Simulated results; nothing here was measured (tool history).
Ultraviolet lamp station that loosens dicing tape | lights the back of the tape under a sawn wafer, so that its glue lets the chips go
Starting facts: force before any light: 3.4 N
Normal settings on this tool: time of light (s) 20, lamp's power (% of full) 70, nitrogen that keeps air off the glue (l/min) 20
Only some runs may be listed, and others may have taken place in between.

| run | hour | time of light (s) | lamp's power (% of full) | nitrogen that keeps air off the glue (l/min) | force that peels the tape off (N) | light that reached the tape (J/m2) |
|---|---|---|---|---|---|---|
| 1 | 0.0 | 20 | 70 | 20 | 0.361 | 2330 |
| 2 | 77.1 | 20 | 70 | 20 | 0.401 | 2290 |
| 3 | 158.8 | 20 | 70 | 20 | 0.405 | 2200 |
| 4 | 218.4 | 20 | 70 | 20 | 0.411 | 2210 |
| 5 | 282.2 | 20 | 70 | 20 | 0.437 | 2160 |
| 6 | 361.4 | 20 | 70 | 20 | 0.450 | 2080 |
| 7 | 462.7 | 20 | 70 | 20 | 0.535 | 1880 |
| 8 | 563.7 | 20 | 70 | 20 | 0.539 | 1830 |
| 9 | 628.9 | 20 | 70 | 20 | 0.385 | 2230 |
| 10 | 703.7 | 20 | 88 | 20 | 0.283 | 2830 |
| 11 | 760.9 | 20 | 72 | 11 | 0.553 | 2230 |
| 12 | 853.3 | 20 | 85 | 32 | 0.264 | 2540 |
| 13 | 937.7 | 28 | 85 | 39 | 0.135 | 3480 |
| 14 | 1034.8 | 18 | 68 | 24 | 0.565 | 1720 |
| 15 | 1087.0 | 33 | 68 | 28 | 0.184 | 3110 |
| 16 | 1140.1 | 19 | 68 | 32 | 0.472 | 1780 |
| 17 | 1200.5 | 19 | 86 | 8 | 0.649 | 2160 |
| 18 | 1251.4 | 32 | 86 | 8 | 0.274 | 3660 |
| 19 | 1327.6 | 10 | 66 | 26 | 1.375 | 870 |
| 20 | 1408.7 | 13 | 70 | 37 | 0.906 | 1150 |

Taken out of this log: 2 entries between the listed runs. Where each belongs, and how the hidden state differs across it:
From run 6 to run 7: window cleaned of glue's vapour (hour 367.7)
  lamp's light, % of a new lamp's: 91 -> 89.6; light that the window lets through, % of a clean one's: 89.7 -> 83.2
  measured minus no-state result, force that peels the tape off (N): +0.136 -> +0.215; light that reached the tape (J/m2): -470 -> -650
From run 8 to run 9: window cleaned of glue's vapour, once more (hour 622.5)
  lamp's light, % of a new lamp's: 88.2 -> 87.3; light that the window lets through, % of a clean one's: 81.9 -> 99.8
  measured minus no-state result, force that peels the tape off (N): +0.237 -> +0.087; light that reached the tape (J/m2): -710 -> -330
